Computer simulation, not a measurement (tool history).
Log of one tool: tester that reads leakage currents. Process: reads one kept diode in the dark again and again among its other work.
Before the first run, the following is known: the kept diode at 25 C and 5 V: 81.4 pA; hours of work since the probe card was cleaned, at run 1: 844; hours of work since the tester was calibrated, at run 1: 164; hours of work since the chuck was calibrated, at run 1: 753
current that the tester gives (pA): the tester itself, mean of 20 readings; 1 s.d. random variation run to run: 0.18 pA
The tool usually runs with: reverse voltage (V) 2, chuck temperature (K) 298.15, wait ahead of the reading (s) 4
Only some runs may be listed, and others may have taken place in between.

run	day	reverse voltage (V)	chuck temperature (K)	wait ahead of the reading (s)	hours of work since the probe card was cleaned	hours of work since the tester was calibrated	hours of work since the chuck was calibrated	current that the tester gives (pA)
1	0	2	298.15	4	844	164	753	56.39
2	1.042	2	298.15	4	857	177	766	56.67
3	2.342	2	298.15	4	873	193	782	56.58
4	3.65	2	298.15	4	889	209	799	56.06
5	4.512	2	298.15	4	900	220	809	56.36
6	5.096	2	298.15	4	907	227	817	56.46
7	6.188	2	298.15	4	921	241	830	56.53
8	7.121	2	298.15	4	932	253	842	56.55
9	8.296	2	298.15	4	947	267	857	56.36
10	9.525	2	298.15	4	962	283	872	56.74
11	10.483	2	298.15	4	974	295	884	56.51
12	11.867	2	298.15	4	992	312	901	56.4
13	12.746	2	298.15	4	1003	323	912	56.35
14	14.004	2	298.15	0.9	1018	339	928	56.51
15	15.012	2	300.15	0.9	1031	351	941	66.87
16	15.771	2	300.15	0.9	1041	361	950	66.86
17	16.8	2	300.15	0.9	1053	374	963	66.85
18	17.554	2	300.15	0.9	1063	383	972	66.82
19	18.671	2	300.15	0.9	1077	397	986	66.63
20	19.275	2	311.15	4.43	1084	405	994	160.52
21	20.438	2	311.15	0.6	1099	419	1008	160.14
22	21.525	2	311.15	0.6	1112	433	1022	160.89
23	22.867	2	311.15	0.6	1129	449	1039	160.69
24	23.546	2	311.15	0.6	1138	458	1047	160.15
25	24.404	11.48	311.15	0.49	1148	469	1058	327.45
26	25.438	14.61	296.15	0.4	1161	481	1071	109.8
27	26.292	11.55	298.15	1.67	1172	492	1081	114.96
28	27.279	11.55	298.15	0.8	1184	504	1094	116.19
29	28.604	2	298.15	0.39	1201	521	1110	56.96
30	29.383	19.52	298.15	1.59	1211	531	1120	143.08
31	30.596	19.52	298.15	1.59	1226	546	1135	143.3
32	31.729	19.52	327.15	1.53	1240	560	1149	1302.94
33	32.554	19.52	327.15	5.1	1250	570	1160	1298.67
34	33.696	4.39	304.15	0.65	1264	585	1174	127.34
35	34.525	4.39	304.15	0.65	1275	595	1184	127.91
36	35.233	19.19	314.15	1.92	1284	604	1193	500.76
37	35.979	19.19	314.15	1.92	1293	613	1202	500.17

Each row is a separate what-if for the run after 37, all from the same tool condition, not one after another. Results?
A	36.796	16.91	298.15	3.34	1303	623	1213	?
B	36.796	2	318.15	4	1303	623	1213	?
C	36.796	2	306.15	4	1303	623	1213	?
D	36.796	15.52	314.15	1.29	1303	623	1213	?

run	current that the tester gives (pA)
A	134.53
B	272.15
C	108
D	460.45
Stripped of hidden state, with their random variation kept, the same runs would have yielded:
run	current that the tester gives (pA)
A	134.31
B	271.96
C	107.91
D	460.02
